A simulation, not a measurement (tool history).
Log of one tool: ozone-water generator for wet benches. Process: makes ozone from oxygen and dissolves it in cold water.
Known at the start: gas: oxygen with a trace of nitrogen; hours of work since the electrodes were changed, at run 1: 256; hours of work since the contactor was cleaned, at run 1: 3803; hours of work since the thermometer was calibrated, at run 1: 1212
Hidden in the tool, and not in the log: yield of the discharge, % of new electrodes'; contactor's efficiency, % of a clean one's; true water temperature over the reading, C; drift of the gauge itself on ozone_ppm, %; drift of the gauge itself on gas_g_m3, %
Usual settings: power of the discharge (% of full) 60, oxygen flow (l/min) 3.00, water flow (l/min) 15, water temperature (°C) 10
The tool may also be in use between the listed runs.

run   hour  power of the discharge (% of full)  oxygen flow (l/min)  water flow (l/min)  water temperature (°C)  hours of work since the electrodes were changed  hours of work since the contactor was cleaned  hours of work since the thermometer was calibrated  dissolved ozone (ppm)  ozone in the gas ahead of the water (g/m3)
  1    0.0                                  60                 3.00                  15                      10                                              256                                           3803                                                1212                   16.4                                       150.1
  2   15.8                                  60                 3.00                  15                      10                                              265                                           3812                                                1222                   16.2                                       149.3
  3   34.1                                  60                 3.00                  15                      10                                              276                                           3823                                                1233                   16.1                                       149.6
  4   52.7                                  60                 3.00                  15                      10                                              288                                           3835                                                1244                   16.1                                       148.0
  5   67.5                                  60                 3.00                  15                      14                                              297                                           3844                                                1253                   15.6                                       148.5
      70.0  -- water thermometer calibrated
  6   81.3                                  60                 3.00                  15                      14                                              305                                           3852                                                   7                   15.5                                       148.7
  7   96.1                                  63                 2.01                  15                      13                                              314                                           3861                                                  16                   14.8                                       185.5
  8  125.1                                  63                 2.01                  15                      13                                              331                                           3878                                                  33                   14.8                                       185.5
  9  154.8                                  41                 4.97                  11                      10                                              349                                           3896                                                  51                   16.4                                        89.6
 10  186.6                                  54                 5.23                  18                       9                                              368                                           3915                                                  71                   14.3                                       107.5

Hidden state at the last listed run before each entry between runs and at the first one after, where it differs:
Between runs 5 and 6: water thermometer calibrated (hour 70.0)
  true water temperature over the reading, C: 0.05 -> 0.07
  measured less the result without the state, dissolved ozone (ppm): -0.5 -> -0.6; ozone in the gas ahead of the water (g/m3): -2.8 -> -2.8
